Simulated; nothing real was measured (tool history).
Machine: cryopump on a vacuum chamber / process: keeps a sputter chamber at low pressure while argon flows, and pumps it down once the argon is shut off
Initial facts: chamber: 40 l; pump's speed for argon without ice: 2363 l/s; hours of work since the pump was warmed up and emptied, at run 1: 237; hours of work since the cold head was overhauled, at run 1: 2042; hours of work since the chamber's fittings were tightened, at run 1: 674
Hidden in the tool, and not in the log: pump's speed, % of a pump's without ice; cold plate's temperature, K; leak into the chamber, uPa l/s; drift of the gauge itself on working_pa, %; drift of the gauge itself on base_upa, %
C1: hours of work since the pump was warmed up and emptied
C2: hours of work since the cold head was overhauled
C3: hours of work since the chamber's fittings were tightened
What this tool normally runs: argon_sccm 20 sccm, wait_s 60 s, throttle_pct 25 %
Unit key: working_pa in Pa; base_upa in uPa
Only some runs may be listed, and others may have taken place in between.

Run 1, hour 0: usual settings; C1 237; C2 2042; C3 674. Result: working_pa 0.0587 Pa, base_upa 0.82 uPa.
Run 2, hour 50.2: usual settings; C1 273; C2 2078; C3 711. Result: working_pa 0.0577 Pa, base_upa 0.79 uPa.
Run 3, hour 86.8: usual settings but argon_sccm 9 sccm; C1 300; C2 2105; C3 738. Result: working_pa 0.0258 Pa, base_upa 0.79 uPa.
Run 4, hour 160.1: usual settings but argon_sccm 9 sccm; C1 353; C2 2158; C3 791. Result: working_pa 0.0269 Pa, base_upa 0.85 uPa.
Run 5, hour 231.4: usual settings but argon_sccm 9 sccm, throttle_pct 18 %; C1 405; C2 2210; C3 843. Result: working_pa 0.0363 Pa, base_upa 0.88 uPa.
Run 6, hour 288.9: usual settings but argon_sccm 9 sccm, throttle_pct 18 %; C1 447; C2 2252; C3 885. Result: working_pa 0.0366 Pa, base_upa 0.85 uPa.
Run 7, hour 362.8: usual settings but argon_sccm 9 sccm, throttle_pct 18 %; C1 501; C2 2306; C3 939. Result: working_pa 0.0367 Pa, base_upa 0.93 uPa.
Run 8, hour 431: usual settings but argon_sccm 19 sccm; C1 551; C2 2356; C3 988. Result: working_pa 0.0559 Pa, base_upa 1.02 uPa.
Run 9, hour 489.5: usual settings but argon_sccm 19 sccm; C1 593; C2 2399; C3 1031. Result: working_pa 0.0565 Pa, base_upa 0.97 uPa.
Run 10, hour 533.8: usual settings but argon_sccm 19 sccm, throttle_pct 27 %; C1 626; C2 2431; C3 1063. Result: working_pa 0.0521 Pa, base_upa 0.98 uPa.
Run 11, hour 578.8: usual settings but argon_sccm 19 sccm, throttle_pct 27 %; C1 658; C2 2464; C3 1096. Result: working_pa 0.0521 Pa, base_upa 0.99 uPa.
Run 12, hour 615.1: usual settings but argon_sccm 34 sccm, throttle_pct 27 %; C1 685; C2 2490; C3 1123. Result: working_pa 0.0937 Pa, base_upa 0.97 uPa.
Run 13, hour 686.5: usual settings but argon_sccm 34 sccm, throttle_pct 27 %; C1 737; C2 2542; C3 1175. Result: working_pa 0.0945 Pa, base_upa 1.05 uPa.
Run 14, hour 735.3: usual settings; C1 773; C2 2578; C3 1210. Result: working_pa 0.0595 Pa, base_upa 1.04 uPa.
Run 15, hour 787.1: usual settings; C1 810; C2 2616; C3 1248. Result: working_pa 0.0601 Pa, base_upa 1.04 uPa.
Run 16, hour 823.7: usual settings but wait_s 35 s; C1 837; C2 2642; C3 1275. Result: working_pa 0.0602 Pa, base_upa 1.4 uPa.
Run 17, hour 861.3: usual settings but wait_s 35 s; C1 864; C2 2670; C3 1302. Result: working_pa 0.0596 Pa, base_upa 1.4 uPa.
At hour 900.6: pump warmed up, emptied and cooled again.
Run 18, hour 904.3: usual settings but wait_s 50 s; C1 3; C2 2697; C3 1330. Result: working_pa 0.0578 Pa, base_upa 1.11 uPa.
Run 19, hour 947.8: usual settings but wait_s 50 s; C1 34; C2 2729; C3 1362. Result: working_pa 0.0585 Pa, base_upa 1.12 uPa.
Run 20, hour 1017: usual settings but argon_sccm 13 sccm, wait_s 27 s, throttle_pct 47 %; C1 85; C2 2779; C3 1412. Result: working_pa 0.0202 Pa, base_upa 1.62 uPa.
Run 21, hour 1072: usual settings but wait_s 40 s; C1 125; C2 2820; C3 1452. Result: working_pa 0.0583 Pa, base_upa 1.25 uPa.
Run 22, hour 1138.1: usual settings but argon_sccm 35 sccm, wait_s 23 s, throttle_pct 33 %; C1 173; C2 2868; C3 1500. Result: working_pa 0.0774 Pa, base_upa 1.81 uPa.
Run 23, hour 1179.6: usual settings but argon_sccm 9 sccm, wait_s 23 s, throttle_pct 51 %; C1 203; C2 2898; C3 1531. Result: working_pa 0.0133 Pa, base_upa 1.84 uPa.
Run 24, hour 1222.8: usual settings but wait_s 49 s, throttle_pct 30 %; C1 235; C2 2929; C3 1562. Result: working_pa 0.0492 Pa, base_upa 1.2 uPa.
Run 25, hour 1276.2: usual settings but wait_s 49 s, throttle_pct 30 %; C1 274; C2 2968; C3 1601. Result: working_pa 0.0488 Pa, base_upa 1.23 uPa.
Run 26, hour 1309.2: usual settings but wait_s 100 s, throttle_pct 28 %; C1 298; C2 2992; C3 1625. Result: working_pa 0.052 Pa, base_upa 0.97 uPa.
Run 27, hour 1384.1: usual settings but argon_sccm 37 sccm, throttle_pct 24 %; C1 352; C2 3047; C3 1680. Result: working_pa 0.113 Pa, base_upa 1.17 uPa.
Run 28, hour 1454.6: usual settings but argon_sccm 12 sccm, wait_s 154 s; C1 404; C2 3098; C3 1731. Result: working_pa 0.0357 Pa, base_upa 0.93 uPa.
Run 29, hour 1523.3: usual settings but argon_sccm 12 sccm, wait_s 154 s; C1 454; C2 3149; C3 1781. Result: working_pa 0.0348 Pa, base_upa 1.02 uPa.
At hour 1578.6: leaking fittings of the chamber tightened, without venting.
Run 30, hour 1587.8: usual settings but argon_sccm 10 sccm, wait_s 168 s; C1 500; C2 3194; C3 7. Result: working_pa 0.0292 Pa, base_upa 0.3 uPa.
Run 31, hour 1638.5: usual settings but argon_sccm 25 sccm, throttle_pct 44 %; C1 536; C2 3231; C3 44. Result: working_pa 0.0435 Pa, base_upa 0.6 uPa.
Run 32, hour 1710.3: usual settings but argon_sccm 14 sccm, wait_s 85 s; C1 589; C2 3283; C3 96. Result: working_pa 0.0419 Pa, base_upa 0.53 uPa.
Run 33, hour 1752.6: usual settings but argon_sccm 25 sccm, wait_s 27 s; C1 620; C2 3314; C3 127. Result: working_pa 0.075 Pa, base_upa 1.14 uPa.

What differs in the tool's unlogged condition from the final listed run ahead of each entry between runs to the first listed run following it?
From run 17 to run 18: pump warmed up, emptied and cooled again (hour 900.6)
  pump's speed, % of a pump's without ice: 85.5 -> 98.9; cold plate's temperature, K: 13.51 -> 13.52; leak into the chamber, uPa l/s: 1321 -> 1342
  measured value less the no-hidden-state value, working_pa: +0.0029 -> +0.0006 Pa; base_upa: +0.55 -> +0.46 uPa
From run 29 to run 30: leaking fittings of the chamber tightened, without venting (hour 1578.6)
  pump's speed, % of a pump's without ice: 91.6 -> 90.9; cold plate's temperature, K: 13.71 -> 13.73; leak into the chamber, uPa l/s: 1681 -> 344
  measured value less the no-hidden-state value, working_pa: +0.0011 -> +0.001 Pa; base_upa: +0.68 -> +0.04 uPa
